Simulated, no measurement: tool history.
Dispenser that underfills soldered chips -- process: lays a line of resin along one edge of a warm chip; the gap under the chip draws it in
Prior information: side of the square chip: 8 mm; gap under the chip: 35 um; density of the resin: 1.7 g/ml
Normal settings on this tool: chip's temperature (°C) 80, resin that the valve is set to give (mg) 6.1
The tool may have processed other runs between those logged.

| run | hour | chip's temperature (°C) | resin that the valve is set to give (mg) | time until the resin shows at the far edge (s) | resin that the valve gave (mg) |
|---|---|---|---|---|---|
| 1 | 0 | 80 | 6.1 | 94.1 | 5.97 |
| 2 | 9.7 | 78 | 6.1 | 147.4 | 5.95 |
|  | 13.5 | new syringe of resin |
|  | 16.7 | dispensing valve cleaned and set on the balance |
| 3 | 22.1 | 78 | 7.06 | 124.9 | 7.05 |
| 4 | 29.1 | 82 | 6.1 | 143.7 | 6.08 |
|  | 30 | new syringe of resin |
| 5 | 39.3 | 82 | 6.1 | 112.6 | 6.07 |
|  | 45.6 | new syringe of resin |
| 6 | 53.2 | 80 | 7.03 | 114.8 | 6.95 |
|  | 61 | new syringe of resin |
| 7 | 63.9 | 80 | 7.03 | 95.6 | 6.93 |
| 8 | 74.8 | 80 | 7.03 | 143.5 | 6.89 |
|  | 76 | new syringe of resin |
|  | 82 | dispensing valve cleaned and set on the balance |
| 9 | 86.8 | 80 | 6.29 | 123.2 | 6.25 |
|  | 92.1 | new syringe of resin |
| 10 | 98.2 | 80 | 6.29 | 106.3 | 6.21 |
|  | 107.5 | new syringe of resin |
| 11 | 111.1 | 80 | 6.29 | 100.8 | 6.23 |
|  | 122.8 | new syringe of resin |
| 12 | 125.2 | 80 | 6.29 | 91.1 | 6.19 |
|  | 138.1 | new syringe of resin |
| 13 | 138.1 | 80 | 6.29 | 85.1 | 6.16 |
|  | 147.1 | dispensing valve cleaned and set on the balance |
| 14 | 152.1 | 80 | 7.81 | 138.7 | 7.79 |
|  | 155 | new syringe of resin |
| 15 | 162.5 | 80 | 7.81 | 112.7 | 7.75 |
|  | 170.6 | new syringe of resin |
| 16 | 175.3 | 88 | 6.1 | 76.9 | 6.02 |
|  | 185.5 | new syringe of resin |
| 17 | 188.2 | 88 | 6.1 | 72.5 | 6.03 |
| 18 | 198.6 | 88 | 6.1 | 107.5 | 5.98 |
|  | 200.5 | new syringe of resin |
|  | 212.5 | dispensing valve cleaned and set on the balance |
| 19 | 213.2 | 88 | 6.1 | 103.5 | 6.1 |
|  | 217.5 | new syringe of resin |
| 20 | 221.6 | 91 | 6.96 | 70.2 | 6.92 |
| 21 | 229.6 | 69 | 6.99 | 192.6 | 6.96 |
|  | 233.2 | new syringe of resin |
| 22 | 242.1 | 69 | 6.99 | 169.9 | 6.93 |
|  | 248.6 | new syringe of resin |
| 23 | 253.6 | 69 | 6.99 | 143.5 | 6.86 |
| 24 | 263.1 | 87 | 7.03 | 117.5 | 6.9 |

Expected results for the next run?
|  | 264.2 | new syringe of resin |
| 25 | 272 | 87 | 7.03 | ? | ? |

{"run 25": {"time until the resin shows at the far edge (s)": 90.4, "resin that the valve gave (mg)": 6.88}}
On a tool with no hidden condition, and with the same random variation, this run would have come out at time until the resin shows at the far edge (s) 67.6, resin that the valve gave (mg) 7.04.

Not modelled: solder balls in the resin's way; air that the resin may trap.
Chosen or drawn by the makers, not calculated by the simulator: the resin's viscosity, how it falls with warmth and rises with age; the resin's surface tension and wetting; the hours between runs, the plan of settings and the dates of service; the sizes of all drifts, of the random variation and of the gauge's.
